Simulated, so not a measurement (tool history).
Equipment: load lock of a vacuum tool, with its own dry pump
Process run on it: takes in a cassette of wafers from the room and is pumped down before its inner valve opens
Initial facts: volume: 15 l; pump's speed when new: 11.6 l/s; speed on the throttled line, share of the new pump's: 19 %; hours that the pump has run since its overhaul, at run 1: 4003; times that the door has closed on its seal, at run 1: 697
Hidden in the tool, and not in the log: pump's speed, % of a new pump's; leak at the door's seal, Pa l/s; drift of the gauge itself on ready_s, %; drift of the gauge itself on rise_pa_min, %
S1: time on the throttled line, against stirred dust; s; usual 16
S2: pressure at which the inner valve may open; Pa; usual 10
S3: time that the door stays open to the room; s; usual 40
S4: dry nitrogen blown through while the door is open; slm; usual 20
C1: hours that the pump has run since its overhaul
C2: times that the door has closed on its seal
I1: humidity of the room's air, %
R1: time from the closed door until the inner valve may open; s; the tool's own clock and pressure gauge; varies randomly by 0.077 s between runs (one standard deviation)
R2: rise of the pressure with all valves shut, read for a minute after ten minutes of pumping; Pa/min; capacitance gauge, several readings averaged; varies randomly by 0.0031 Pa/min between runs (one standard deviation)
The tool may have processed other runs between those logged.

{"run": 1, "hour": 0.0, "S1": 16, "S2": 10, "S3": 40, "S4": 20, "C1": 4003, "C2": 697, "I1": 46.3, "R1": 25.41, "R2": 0.058}
{"run": 2, "hour": 90.6, "S1": 16, "S2": 10, "S3": 40, "S4": 20, "C1": 4094, "C2": 1027, "I1": 45.3, "R1": 25.5, "R2": 0.063}
{"run": 3, "hour": 150.9, "S1": 16, "S2": 10, "S3": 40, "S4": 20, "C1": 4154, "C2": 1247, "I1": 44.6, "R1": 25.41, "R2": 0.062}
{"run": 4, "hour": 234.3, "S1": 16, "S2": 10, "S3": 40, "S4": 20, "C1": 4237, "C2": 1552, "I1": 45.7, "R1": 25.53, "R2": 0.065}
{"run": 5, "hour": 316.4, "S1": 16, "S2": 10, "S3": 40, "S4": 20, "C1": 4319, "C2": 1851, "I1": 43.8, "R1": 25.45, "R2": 0.065}
{"run": 6, "hour": 413.0, "S1": 16, "S2": 10, "S3": 40, "S4": 22, "C1": 4416, "C2": 2204, "I1": 45.9, "R1": 25.58, "R2": 0.063}
{"run": 7, "hour": 461.3, "S1": 21, "S2": 10, "S3": 40, "S4": 22, "C1": 4464, "C2": 2380, "I1": 41.3, "R1": 29.4, "R2": 0.06}
{"run": 8, "hour": 571.6, "S1": 16, "S2": 16, "S3": 40, "S4": 20, "C1": 4575, "C2": 2783, "I1": 47.7, "R1": 24.87, "R2": 0.073}
{"run": 9, "hour": 683.2, "S1": 16, "S2": 16, "S3": 40, "S4": 20, "C1": 4686, "C2": 3190, "I1": 47.5, "R1": 24.89, "R2": 0.073}
{"run": 10, "hour": 733.3, "S1": 16, "S2": 16, "S3": 40, "S4": 20, "C1": 4736, "C2": 3373, "I1": 42.3, "R1": 24.97, "R2": 0.061}
{"run": 11, "hour": 786.7, "S1": 16, "S2": 16, "S3": 40, "S4": 20, "C1": 4790, "C2": 3568, "I1": 46.4, "R1": 24.71, "R2": 0.071}
{"run": 12, "hour": 892.1, "S1": 16, "S2": 16, "S3": 40, "S4": 20, "C1": 4895, "C2": 3953, "I1": 44.1, "R1": 24.79, "R2": 0.074}
{"run": 13, "hour": 1004.8, "S1": 14, "S2": 10, "S3": 40, "S4": 20, "C1": 5008, "C2": 4364, "I1": 44.6, "R1": 23.91, "R2": 0.064}
{"run": 14, "hour": 1078.5, "S1": 14, "S2": 10, "S3": 40, "S4": 20, "C1": 5081, "C2": 4633, "I1": 43.9, "R1": 23.79, "R2": 0.067}
{"run": 15, "hour": 1128.0, "S1": 14, "S2": 10, "S3": 40, "S4": 20, "C1": 5131, "C2": 4813, "I1": 43.1, "R1": 23.9, "R2": 0.069}
{"run": 16, "hour": 1231.2, "S1": 14, "S2": 10, "S3": 40, "S4": 20, "C1": 5234, "C2": 5190, "I1": 41.2, "R1": 24.0, "R2": 0.07}
{"run": 17, "hour": 1323.6, "S1": 27, "S2": 10, "S3": 40, "S4": 16, "C1": 5327, "C2": 5527, "I1": 45.9, "R1": 34.3, "R2": 0.075}
{"run": 18, "hour": 1419.8, "S1": 26, "S2": 10, "S3": 139, "S4": 16, "C1": 5423, "C2": 5878, "I1": 44.8, "R1": 33.63, "R2": 0.16}
{"run": 19, "hour": 1534.7, "S1": 26, "S2": 10, "S3": 213, "S4": 16, "C1": 5538, "C2": 6298, "I1": 47.5, "R1": 33.59, "R2": 0.225}
{"run": 20, "hour": 1594.9, "S1": 16, "S2": 9, "S3": 102, "S4": 20, "C1": 5598, "C2": 6518, "I1": 43.7, "R1": 25.87, "R2": 0.12}
{"run": 21, "hour": 1649.2, "S1": 16, "S2": 13, "S3": 95, "S4": 20, "C1": 5652, "C2": 6716, "I1": 44.9, "R1": 25.35, "R2": 0.119}
{"run": 22, "hour": 1736.7, "S1": 16, "S2": 8, "S3": 52, "S4": 20, "C1": 5740, "C2": 7035, "I1": 46.1, "R1": 25.95, "R2": 0.098}
{"run": 23, "hour": 1837.0, "S1": 20, "S2": 10, "S3": 66, "S4": 20, "C1": 5840, "C2": 7401, "I1": 47.4, "R1": 28.84, "R2": 0.107}
{"run": 24, "hour": 1954.0, "S1": 16, "S2": 10, "S3": 40, "S4": 5, "C1": 5957, "C2": 7828, "I1": 41.1, "R1": 25.72, "R2": 0.095}
{"run": 25, "hour": 2036.5, "S1": 16, "S2": 10, "S3": 40, "S4": 20, "C1": 6039, "C2": 8129, "I1": 43.8, "R1": 25.65, "R2": 0.082}
{"run": 26, "hour": 2135.4, "S1": 16, "S2": 10, "S3": 40, "S4": 20, "C1": 6138, "C2": 8490, "I1": 44.5, "R1": 25.75, "R2": 0.085}
{"run": 27, "hour": 2216.9, "S1": 17, "S2": 17, "S3": 68, "S4": 19, "C1": 6220, "C2": 8787, "I1": 40.4, "R1": 25.88, "R2": 0.103}
{"run": 28, "hour": 2297.1, "S1": 11, "S2": 10, "S3": 40, "S4": 6, "C1": 6300, "C2": 9080, "I1": 42.5, "R1": 21.84, "R2": 0.103}
{"run": 29, "hour": 2400.5, "S1": 16, "S2": 7, "S3": 37, "S4": 5, "C1": 6403, "C2": 9457, "I1": 43.0, "R1": 26.17, "R2": 0.1}

Alternative continuations, all from the tool just after run 29; predict every row:
{"run": "A", "hour": 2501.2, "S1": 11, "S2": 17, "S3": 37, "S4": 5, "C1": 6504, "C2": 9825, "I1": 41.7, "R1": "?", "R2": "?"}
{"run": "B", "hour": 2501.2, "S1": 13, "S2": 9, "S3": 37, "S4": 5, "C1": 6504, "C2": 9825, "I1": 44.4, "R1": "?", "R2": "?"}
{"run": "C", "hour": 2501.2, "S1": 16, "S2": 10, "S3": 70, "S4": 44, "C1": 6504, "C2": 9825, "I1": 46.2, "R1": "?", "R2": "?"}
{"run": "D", "hour": 2501.2, "S1": 16, "S2": 10, "S3": 40, "S4": 20, "C1": 6504, "C2": 9825, "I1": 42.2, "R1": "?", "R2": "?"}
{"run": "E", "hour": 2501.2, "S1": 16, "S2": 8, "S3": 62, "S4": 5, "C1": 6504, "C2": 9825, "I1": 48.6, "R1": "?", "R2": "?"}

run=A R1=21.17 R2=0.104
run=B R1=23.49 R2=0.101
run=C R1=25.69 R2=0.091
run=D R1=25.75 R2=0.086
run=E R1=26.12 R2=0.146
Stripped of hidden state, with their random variation kept, the same runs would have yielded:
run=A R1=20.23 R2=0.076
run=B R1=22.54 R2=0.073
run=C R1=24.78 R2=0.063
run=D R1=24.84 R2=0.058
run=E R1=25.20 R2=0.119
